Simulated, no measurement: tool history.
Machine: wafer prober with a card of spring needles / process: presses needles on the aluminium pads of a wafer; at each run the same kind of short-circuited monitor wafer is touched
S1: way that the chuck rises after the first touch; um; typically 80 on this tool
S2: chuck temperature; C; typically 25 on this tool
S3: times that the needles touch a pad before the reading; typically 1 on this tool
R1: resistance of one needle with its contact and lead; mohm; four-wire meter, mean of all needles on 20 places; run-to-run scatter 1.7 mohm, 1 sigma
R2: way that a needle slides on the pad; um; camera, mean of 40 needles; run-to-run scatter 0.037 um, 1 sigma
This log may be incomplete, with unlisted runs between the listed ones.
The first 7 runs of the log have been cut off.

-- hour=96.7 tips cleaned on abrasive film
run 8 hour=104.5 | S1=96 S2=50 S3=1 | R1=175 R2=15.94
-- hour=108.2 tips cleaned on abrasive film
-- hour=118.3 tips cleaned on abrasive film
run 9 hour=125.8 | S1=96 S2=50 S3=1 | R1=180 R2=15.96
-- hour=128.6 tips cleaned on abrasive film
run 10 hour=138.3 | S1=96 S2=50 S3=1 | R1=175 R2=15.99
-- hour=140.5 tips cleaned on abrasive film
-- hour=151.2 tips cleaned on abrasive film
-- hour=162.2 tips cleaned on abrasive film
run 11 hour=162.5 | S1=96 S2=50 S3=1 | R1=175 R2=15.96
-- hour=172.2 tips cleaned on abrasive film
-- hour=183.3 tips cleaned on abrasive film
run 12 hour=183.5 | S1=80 S2=25 S3=1 | R1=174 R2=13.29
-- hour=193.8 tips cleaned on abrasive film
run 13 hour=195.3 | S1=80 S2=25 S3=1 | R1=174 R2=13.29
-- hour=204.8 tips cleaned on abrasive film
run 14 hour=212.7 | S1=80 S2=25 S3=1 | R1=174 R2=13.29
-- hour=215.8 tips cleaned on abrasive film
run 15 hour=225 | S1=80 S2=25 S3=1 | R1=174 R2=13.36
-- hour=227.3 tips cleaned on abrasive film
-- hour=238.1 tips cleaned on abrasive film
-- hour=248.2 tips cleaned on abrasive film
run 16 hour=248.2 | S1=62 S2=51 S3=1 | R1=179 R2=10.32
-- hour=259 tips cleaned on abrasive film
-- hour=269.4 tips cleaned on abrasive film
run 17 hour=270.8 | S1=62 S2=51 S3=1 | R1=181 R2=10.26
-- hour=279.8 tips cleaned on abrasive film
run 18 hour=283.8 | S1=72 S2=99 S3=1 | R1=188 R2=11.93
-- hour=290.5 tips cleaned on abrasive film
-- hour=300.6 tips cleaned on abrasive film
run 19 hour=300.6 | S1=99 S2=25 S3=2 | R1=169 R2=16.42
-- hour=312 tips cleaned on abrasive film
run 20 hour=316.9 | S1=99 S2=25 S3=2 | R1=173 R2=16.44
-- hour=323.5 tips cleaned on abrasive film
run 21 hour=331.3 | S1=99 S2=25 S3=2 | R1=169 R2=16.39
-- hour=334.4 tips cleaned on abrasive film
-- hour=345.6 tips cleaned on abrasive film
run 22 hour=351.5 | S1=99 S2=25 S3=2 | R1=171 R2=16.3
-- hour=356.1 tips cleaned on abrasive film
-- hour=365.1 height of the first contact set anew
-- hour=367.3 tips cleaned on abrasive film
run 23 hour=369 | S1=80 S2=95 S3=1 | R1=187 R2=13.23
-- hour=379.1 tips cleaned on abrasive film
run 24 hour=384.8 | S1=80 S2=95 S3=1 | R1=188 R2=13.26
-- hour=389.9 tips cleaned on abrasive film
-- hour=400.3 tips cleaned on abrasive film
run 25 hour=404.5 | S1=88 S2=25 S3=1 | R1=173 R2=14.52
-- hour=410.7 tips cleaned on abrasive film
run 26 hour=419.9 | S1=90 S2=112 S3=1 | R1=191 R2=14.86
-- hour=421.9 tips cleaned on abrasive film
-- hour=432.9 tips cleaned on abrasive film
run 27 hour=435.1 | S1=67 S2=77 S3=2 | R1=185 R2=11.08
-- hour=443.7 tips cleaned on abrasive film
run 28 hour=448.7 | S1=67 S2=77 S3=2 | R1=184 R2=10.99
-- hour=454.4 tips cleaned on abrasive film
run 29 hour=459.1 | S1=80 S2=52 S3=1 | R1=181 R2=13.19
-- hour=465.9 tips cleaned on abrasive film
-- hour=477 tips cleaned on abrasive film
run 30 hour=481.9 | S1=83 S2=101 S3=2 | R1=186 R2=13.69

Below are 3 alternative next runs, each starting from the tool's condition after run 30. Predict each:
-- hour=487.5 tips cleaned on abrasive film
-- hour=497.5 tips cleaned on abrasive film
run A hour=504.3 | S1=95 S2=32 S3=1 | R1=? R2=?
-- hour=487.5 tips cleaned on abrasive film
-- hour=497.5 tips cleaned on abrasive film
run B hour=504.3 | S1=83 S2=54 S3=1 | R1=? R2=?
-- hour=487.5 tips cleaned on abrasive film
-- hour=497.5 tips cleaned on abrasive film
run C hour=504.3 | S1=83 S2=101 S3=2 | R1=? R2=?

run=A R1=174 R2=15.59
run=B R1=180 R2=13.69
run=C R1=187 R2=13.68
Had the tool no hidden state, the same runs would have come out as:
run=A R1=174 R2=15.81
run=B R1=180 R2=13.89
run=C R1=187 R2=13.88

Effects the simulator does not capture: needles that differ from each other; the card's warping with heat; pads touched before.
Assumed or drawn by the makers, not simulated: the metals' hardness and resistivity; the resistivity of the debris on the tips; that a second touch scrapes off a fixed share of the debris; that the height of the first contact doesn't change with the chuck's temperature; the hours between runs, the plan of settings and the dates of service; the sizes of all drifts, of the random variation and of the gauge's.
